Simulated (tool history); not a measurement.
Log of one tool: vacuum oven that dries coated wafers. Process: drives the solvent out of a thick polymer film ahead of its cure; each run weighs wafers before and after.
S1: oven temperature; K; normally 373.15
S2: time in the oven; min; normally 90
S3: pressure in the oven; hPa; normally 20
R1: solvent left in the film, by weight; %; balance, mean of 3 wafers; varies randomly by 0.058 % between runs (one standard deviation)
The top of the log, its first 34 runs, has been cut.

| run | hour | S1 | S2 | S3 | R1 |
|---|---|---|---|---|---|
| 35 | 612.4 | 365.15 | 90 | 61.8 | 9.06 |
| 36 | 634.9 | 387.15 | 129 | 11.2 | 0.39 |
| 37 | 650.7 | 387.15 | 81 | 61.2 | 2.23 |
| 38 | 662.5 | 387.15 | 81 | 61.2 | 2.27 |
| 39 | 673.1 | 387.15 | 81 | 61.2 | 2.3 |
| 40 | 691.1 | 373.15 | 90 | 10.5 | 2.81 |
| 41 | 707.2 | 385.15 | 90 | 20 | 1.07 |
| 42 | 730.4 | 385.15 | 62 | 29.3 | 1.9 |
| 43 | 744.7 | 376.15 | 104 | 20 | 1.97 |
| 44 | 767.8 | 363.15 | 68 | 10.6 | 8.79 |
| 45 | 781.9 | 363.15 | 68 | 10.6 | 8.84 |
| 46 | 801.5 | 363.15 | 68 | 10.6 | 8.84 |

5 ways to go on from here, each from the tool as it stands after run 46. What would each give?
| A | 813.7 | 363.15 | 68 | 54 | ? |
| B | 813.7 | 376.15 | 60 | 37.2 | ? |
| C | 813.7 | 363.15 | 102 | 10.6 | ? |
| D | 813.7 | 373.15 | 69 | 20 | ? |
| E | 813.7 | 361.15 | 90 | 20 | ? |

| run | R1 |
|---|---|
| A | 11.03 |
| B | 4.97 |
| C | 6.42 |
| D | 4.61 |
| E | 8.55 |
With no hidden state in the tool, these same runs would have given:
| run | R1 |
|---|---|
| A | 10.6 |
| B | 4.61 |
| C | 5.97 |
| D | 4.23 |
| E | 8.11 |
